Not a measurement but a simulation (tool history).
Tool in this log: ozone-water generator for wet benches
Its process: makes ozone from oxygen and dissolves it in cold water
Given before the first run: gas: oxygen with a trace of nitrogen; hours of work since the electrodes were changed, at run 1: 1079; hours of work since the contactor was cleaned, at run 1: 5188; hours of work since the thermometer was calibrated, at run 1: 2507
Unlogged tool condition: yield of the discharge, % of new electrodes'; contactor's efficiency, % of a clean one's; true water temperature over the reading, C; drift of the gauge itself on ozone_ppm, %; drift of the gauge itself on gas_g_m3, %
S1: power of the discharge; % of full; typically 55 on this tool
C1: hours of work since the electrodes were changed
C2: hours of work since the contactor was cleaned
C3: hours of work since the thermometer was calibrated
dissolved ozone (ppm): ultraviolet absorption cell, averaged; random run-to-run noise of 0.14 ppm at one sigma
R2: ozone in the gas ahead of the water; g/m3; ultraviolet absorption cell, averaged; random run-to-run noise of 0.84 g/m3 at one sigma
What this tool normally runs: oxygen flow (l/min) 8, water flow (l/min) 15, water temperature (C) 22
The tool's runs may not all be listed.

run 1 hour=0 | S1=55 oxygen_flow_(l/min)=8 water_flow_(l/min)=15 water_temperature_(C)=22 | C1=1079 C2=5188 C3=2507 | dissolved_ozone_(ppm)=15.7 R2=132.9
run 2 hour=26.7 | S1=55 oxygen_flow_(l/min)=8 water_flow_(l/min)=15 water_temperature_(C)=22 | C1=1100 C2=5208 C3=2528 | dissolved_ozone_(ppm)=15.7 R2=132.7
run 3 hour=60.5 | S1=79 oxygen_flow_(l/min)=8 water_flow_(l/min)=15 water_temperature_(C)=22 | C1=1126 C2=5234 C3=2554 | dissolved_ozone_(ppm)=20.5 R2=173.9
run 4 hour=81.9 | S1=79 oxygen_flow_(l/min)=8 water_flow_(l/min)=15 water_temperature_(C)=22 | C1=1142 C2=5251 C3=2570 | dissolved_ozone_(ppm)=20.4 R2=173.6
run 5 hour=105.9 | S1=79 oxygen_flow_(l/min)=8 water_flow_(l/min)=15 water_temperature_(C)=22 | C1=1161 C2=5270 C3=2589 | dissolved_ozone_(ppm)=20.5 R2=171.9
run 6 hour=136.9 | S1=68 oxygen_flow_(l/min)=8 water_flow_(l/min)=15 water_temperature_(C)=22 | C1=1185 C2=5293 C3=2613 | dissolved_ozone_(ppm)=18.3 R2=155.6
run 7 hour=169.6 | S1=55 oxygen_flow_(l/min)=8 water_flow_(l/min)=10 water_temperature_(C)=22 | C1=1210 C2=5319 C3=2638 | dissolved_ozone_(ppm)=20.2 R2=132.7
run 8 hour=186.5 | S1=55 oxygen_flow_(l/min)=8 water_flow_(l/min)=15 water_temperature_(C)=22 | C1=1223 C2=5332 C3=2651 | dissolved_ozone_(ppm)=15.5 R2=132.9
run 9 hour=214 | S1=55 oxygen_flow_(l/min)=8 water_flow_(l/min)=15 water_temperature_(C)=22 | C1=1244 C2=5353 C3=2672 | dissolved_ozone_(ppm)=15.6 R2=133.4
run 10 hour=243.4 | S1=55 oxygen_flow_(l/min)=8 water_flow_(l/min)=15 water_temperature_(C)=22 | C1=1267 C2=5376 C3=2695 | dissolved_ozone_(ppm)=15.6 R2=132.7
run 11 hour=280.5 | S1=95 oxygen_flow_(l/min)=8 water_flow_(l/min)=15 water_temperature_(C)=22 | C1=1296 C2=5404 C3=2724 | dissolved_ozone_(ppm)=23.2 R2=195.6
run 12 hour=308.5 | S1=95 oxygen_flow_(l/min)=8 water_flow_(l/min)=15 water_temperature_(C)=22 | C1=1317 C2=5426 C3=2745 | dissolved_ozone_(ppm)=23.1 R2=196.5
run 13 hour=344.4 | S1=95 oxygen_flow_(l/min)=8 water_flow_(l/min)=15 water_temperature_(C)=16 | C1=1345 C2=5454 C3=2773 | dissolved_ozone_(ppm)=26.2 R2=197
run 14 hour=380.4 | S1=41 oxygen_flow_(l/min)=8 water_flow_(l/min)=15 water_temperature_(C)=22 | C1=1373 C2=5482 C3=2801 | dissolved_ozone_(ppm)=12.5 R2=107.7
run 15 hour=401.4 | S1=41 oxygen_flow_(l/min)=8 water_flow_(l/min)=19 water_temperature_(C)=22 | C1=1389 C2=5498 C3=2817 | dissolved_ozone_(ppm)=10.7 R2=106.7
run 16 hour=441.3 | S1=41 oxygen_flow_(l/min)=8 water_flow_(l/min)=19 water_temperature_(C)=22 | C1=1420 C2=5529 C3=2848 | dissolved_ozone_(ppm)=10.6 R2=106.5
run 17 hour=463.4 | S1=55 oxygen_flow_(l/min)=8 water_flow_(l/min)=15 water_temperature_(C)=26 | C1=1437 C2=5546 C3=2865 | dissolved_ozone_(ppm)=14.2 R2=130.9
run 18 hour=492.6 | S1=55 oxygen_flow_(l/min)=8 water_flow_(l/min)=15 water_temperature_(C)=26 | C1=1460 C2=5568 C3=2887 | dissolved_ozone_(ppm)=14.4 R2=133
run 19 hour=514.9 | S1=43 oxygen_flow_(l/min)=8 water_flow_(l/min)=15 water_temperature_(C)=15 | C1=1477 C2=5585 C3=2905 | dissolved_ozone_(ppm)=15.1 R2=110.2
run 20 hour=532.6 | S1=43 oxygen_flow_(l/min)=8 water_flow_(l/min)=15 water_temperature_(C)=15 | C1=1491 C2=5599 C3=2918 | dissolved_ozone_(ppm)=15 R2=111.1
run 21 hour=562.4 | S1=43 oxygen_flow_(l/min)=7.76 water_flow_(l/min)=14 water_temperature_(C)=18 | C1=1514 C2=5622 C3=2941 | dissolved_ozone_(ppm)=14.9 R2=113
run 22 hour=584.5 | S1=43 oxygen_flow_(l/min)=7.76 water_flow_(l/min)=14 water_temperature_(C)=18 | C1=1531 C2=5639 C3=2958 | dissolved_ozone_(ppm)=14.8 R2=111.6
run 23 hour=616.8 | S1=55 oxygen_flow_(l/min)=6.97 water_flow_(l/min)=15 water_temperature_(C)=14 | C1=1556 C2=5664 C3=2983 | dissolved_ozone_(ppm)=18.4 R2=139.5
-- hour=623.6 contactor cleaned
run 24 hour=658.6 | S1=70 oxygen_flow_(l/min)=8 water_flow_(l/min)=11 water_temperature_(C)=20 | C1=1585 C2=27 C3=3013 | dissolved_ozone_(ppm)=22.5 R2=156.1
run 25 hour=692.4 | S1=94 oxygen_flow_(l/min)=9.29 water_flow_(l/min)=15 water_temperature_(C)=22 | C1=1611 C2=53 C3=3039 | dissolved_ozone_(ppm)=21.7 R2=181.4
run 26 hour=710.2 | S1=100 oxygen_flow_(l/min)=4.85 water_flow_(l/min)=16 water_temperature_(C)=16 | C1=1625 C2=67 C3=3052 | dissolved_ozone_(ppm)=24.3 R2=252
-- hour=719.3 contactor cleaned, once more
run 27 hour=747.7 | S1=100 oxygen_flow_(l/min)=4.85 water_flow_(l/min)=16 water_temperature_(C)=16 | C1=1651 C2=22 C3=3078 | dissolved_ozone_(ppm)=26.9 R2=251.4
run 28 hour=775.8 | S1=100 oxygen_flow_(l/min)=4.85 water_flow_(l/min)=12 water_temperature_(C)=26 | C1=1672 C2=44 C3=3100 | dissolved_ozone_(ppm)=28.1 R2=251.6
run 29 hour=806.4 | S1=100 oxygen_flow_(l/min)=4.85 water_flow_(l/min)=12 water_temperature_(C)=26 | C1=1696 C2=67 C3=3124 | dissolved_ozone_(ppm)=28.3 R2=251.7
run 30 hour=824.5 | S1=100 oxygen_flow_(l/min)=4.85 water_flow_(l/min)=12 water_temperature_(C)=26 | C1=1710 C2=81 C3=3138 | dissolved_ozone_(ppm)=28.4 R2=252.1
run 31 hour=853 | S1=100 oxygen_flow_(l/min)=4.85 water_flow_(l/min)=12 water_temperature_(C)=26 | C1=1732 C2=103 C3=3160 | dissolved_ozone_(ppm)=28.1 R2=252.1
run 32 hour=886 | S1=100 oxygen_flow_(l/min)=4 water_flow_(l/min)=12 water_temperature_(C)=26 | C1=1757 C2=129 C3=3185 | dissolved_ozone_(ppm)=28.5 R2=273.5
run 33 hour=911.6 | S1=100 oxygen_flow_(l/min)=4 water_flow_(l/min)=12 water_temperature_(C)=26 | C1=1777 C2=149 C3=3205 | dissolved_ozone_(ppm)=28.1 R2=273.3

Below, some changes in dissolved ozone (ppm) between adjacent runs. For each, the amount present without the hidden state too (settings, incoming material, random variation) and the amount remaining for the hidden state with gauge scatter not shared by both compared results:
Run 2 -> 3: S1 55 -> 79. dissolved ozone (ppm) +4.8: hidden state -0.5, all else +5.3.
Run 10 -> 11: S1 55 -> 95. dissolved ozone (ppm) +7.6: hidden state -1, all else +8.6.
Run 13 -> 14: S1 95 -> 41, water temperature (C) 16 -> 22. dissolved ozone (ppm) -13.7: hidden state +1.7, all else -15.4.
Run 23 -> 24: S1 55 -> 70, oxygen flow (l/min) 6.97 -> 8, water flow (l/min) 15 -> 11, water temperature (C) 14 -> 20, contactor cleaned. dissolved ozone (ppm) +4.1: hidden state -1.3, all else +5.4.
Run 26 -> 27: contactor cleaned, once more. dissolved ozone (ppm) +2.6: hidden state +2.9, all else -0.3.
